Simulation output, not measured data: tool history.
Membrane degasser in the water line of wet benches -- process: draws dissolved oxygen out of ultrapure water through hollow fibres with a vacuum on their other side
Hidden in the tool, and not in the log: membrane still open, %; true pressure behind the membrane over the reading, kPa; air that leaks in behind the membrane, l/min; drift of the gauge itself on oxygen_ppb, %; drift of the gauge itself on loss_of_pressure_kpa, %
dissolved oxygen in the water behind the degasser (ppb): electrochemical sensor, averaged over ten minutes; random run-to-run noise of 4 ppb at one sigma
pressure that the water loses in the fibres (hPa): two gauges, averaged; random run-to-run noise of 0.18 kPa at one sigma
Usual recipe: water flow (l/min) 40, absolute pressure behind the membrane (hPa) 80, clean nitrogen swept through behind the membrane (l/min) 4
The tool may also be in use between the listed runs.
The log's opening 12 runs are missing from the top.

run	hour	water flow (l/min)	absolute pressure behind the membrane (hPa)	clean nitrogen swept through behind the membrane (l/min)	hours since the membrane was changed	hours since the vacuum gauge was calibrated	hours since the vacuum lines were made tight	dissolved oxygen in the water behind the degasser (ppb)	pressure that the water loses in the fibres (hPa)
13	1324.1	26	80	4	7582	3922	8095	183.8	233.3
14	1505	26	80	4	7763	4103	8276	187.9	233.8
15	1681.7	40	80	4	7940	4280	8452	432.8	360.6
16	1863	40	80	4	8121	4461	8634	439.4	359.6
# hour 1933: seals of the vacuum lines changed
17	2055.4	40	80	4	8311	4652	122	431.5	362.2
18	2229.6	29	91.8	4.75	8485	4826	297	239.5	261.9
19	2343.1	26	68.9	3.02	8599	4939	410	188.1	231.8
20	2517.5	26	68.9	3.02	8773	5114	584	186.6	234.4
21	2669.1	26	68.9	3.02	8925	5265	736	189.3	232.3
22	2776.5	26	68.9	3.02	9032	5373	843	187.8	235.7
23	2886.9	26	73.5	6.92	9143	5483	954	154.2	236.9
24	3015.8	26	73.5	2.15	9272	5612	1083	230.2	234
25	3095.4	40	50	2.09	9351	5692	1162	408.3	359.1
26	3268.2	63	75.5	3.17	9524	5864	1335	940.8	563.5
27	3431.9	63	75.5	3.17	9688	6028	1499	937.8	564.3
28	3571.2	63	75.5	3.17	9827	6167	1638	938.3	566.2
29	3723.9	63	75.5	3.17	9980	6320	1791	954.6	569.4
30	3897.6	43	182	3.54	10154	6494	1965	753.7	387.1
31	4067.5	37	182	11.99	10323	6664	2134	385.6	334
32	4206.9	37	182	11.99	10463	6803	2274	387.1	336
33	4341	37	182	8.73	10597	6937	2408	432.2	336

Here are 3 independent what-if runs from the current tool condition. What would each one return?
A	4449.9	40	146.1	4	10706	7046	2517	?	?
B	4449.9	61	82.2	7.11	10706	7046	2517	?	?
C	4449.9	33	60.9	8.73	10706	7046	2517	?	?

run	dissolved oxygen in the water behind the degasser (ppb)	pressure that the water loses in the fibres (hPa)
A	588.6	363.4
B	825.3	550.8
C	249.6	300.7
Without the tool's hidden state the same runs would have given:
run	dissolved oxygen in the water behind the degasser (ppb)	pressure that the water loses in the fibres (hPa)
A	543.4	349.2
B	753.9	529.3
C	217	289
